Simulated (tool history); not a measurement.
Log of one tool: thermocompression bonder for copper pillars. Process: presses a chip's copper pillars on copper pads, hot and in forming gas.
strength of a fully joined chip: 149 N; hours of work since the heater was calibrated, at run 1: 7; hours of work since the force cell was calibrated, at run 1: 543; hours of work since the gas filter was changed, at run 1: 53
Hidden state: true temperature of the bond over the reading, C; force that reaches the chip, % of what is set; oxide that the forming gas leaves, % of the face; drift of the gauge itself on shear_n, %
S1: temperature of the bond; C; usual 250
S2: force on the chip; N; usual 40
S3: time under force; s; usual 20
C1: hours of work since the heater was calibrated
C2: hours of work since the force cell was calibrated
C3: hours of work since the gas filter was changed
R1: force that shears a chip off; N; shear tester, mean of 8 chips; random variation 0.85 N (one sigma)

| run | hour | S1 | S2 | S3 | C1 | C2 | C3 | R1 |
|---|---|---|---|---|---|---|---|---|
| 1 | 0.0 | 250 | 40 | 20 | 7 | 543 | 53 | 68.3 |
| 2 | 19.5 | 250 | 40 | 20 | 21 | 556 | 67 | 68.4 |
| 3 | 37.1 | 250 | 40 | 20 | 33 | 569 | 79 | 69.0 |
| 4 | 49.1 | 250 | 28 | 20 | 42 | 577 | 88 | 51.5 |
| 5 | 61.1 | 250 | 28 | 20 | 50 | 586 | 96 | 50.9 |
| 6 | 74.4 | 250 | 40 | 20 | 60 | 595 | 106 | 67.9 |
| 7 | 92.1 | 250 | 40 | 20 | 72 | 608 | 118 | 67.7 |
| 8 | 104.2 | 250 | 40 | 20 | 81 | 616 | 127 | 68.1 |
| 9 | 128.3 | 250 | 40 | 20 | 98 | 633 | 144 | 70.3 |
| 10 | 144.0 | 250 | 42 | 20 | 109 | 645 | 155 | 70.1 |
| 11 | 159.0 | 250 | 40 | 20 | 120 | 655 | 166 | 68.9 |
| 12 | 171.3 | 250 | 40 | 20 | 128 | 664 | 174 | 68.1 |
| 13 | 186.7 | 221 | 40 | 20 | 139 | 675 | 185 | 46.1 |
| 14 | 208.9 | 221 | 40 | 20 | 155 | 691 | 201 | 45.1 |
| 15 | 225.5 | 255 | 40 | 20 | 167 | 702 | 213 | 74.8 |
| 16 | 237.5 | 247 | 40 | 20 | 175 | 711 | 221 | 65.9 |
| 17 | 249.7 | 243 | 40 | 20 | 184 | 719 | 230 | 63.2 |
|  | 256.0 | forming gas filter changed |
| 18 | 273.0 | 250 | 40 | 37 | 200 | 736 | 12 | 84.7 |
| 19 | 286.8 | 250 | 40 | 37 | 210 | 745 | 22 | 84.5 |
| 20 | 307.9 | 250 | 49 | 37 | 225 | 760 | 37 | 94.1 |
| 21 | 319.8 | 227 | 32 | 20 | 233 | 769 | 45 | 40.8 |
| 22 | 343.1 | 227 | 32 | 41 | 250 | 785 | 62 | 54.9 |
| 23 | 354.1 | 228 | 40 | 42 | 257 | 793 | 69 | 66.2 |
| 24 | 378.5 | 260 | 57 | 15 | 275 | 810 | 87 | 91.5 |
| 25 | 401.8 | 231 | 24 | 26 | 291 | 827 | 103 | 36.6 |

Forecast run 26:
| 26 | 412.9 | 231 | 24 | 26 | 299 | 835 | 111 | ? |

{"run 26": {"R1": 37.1}}
Without the tool's hidden state the same run would have given R1 37.4 N.
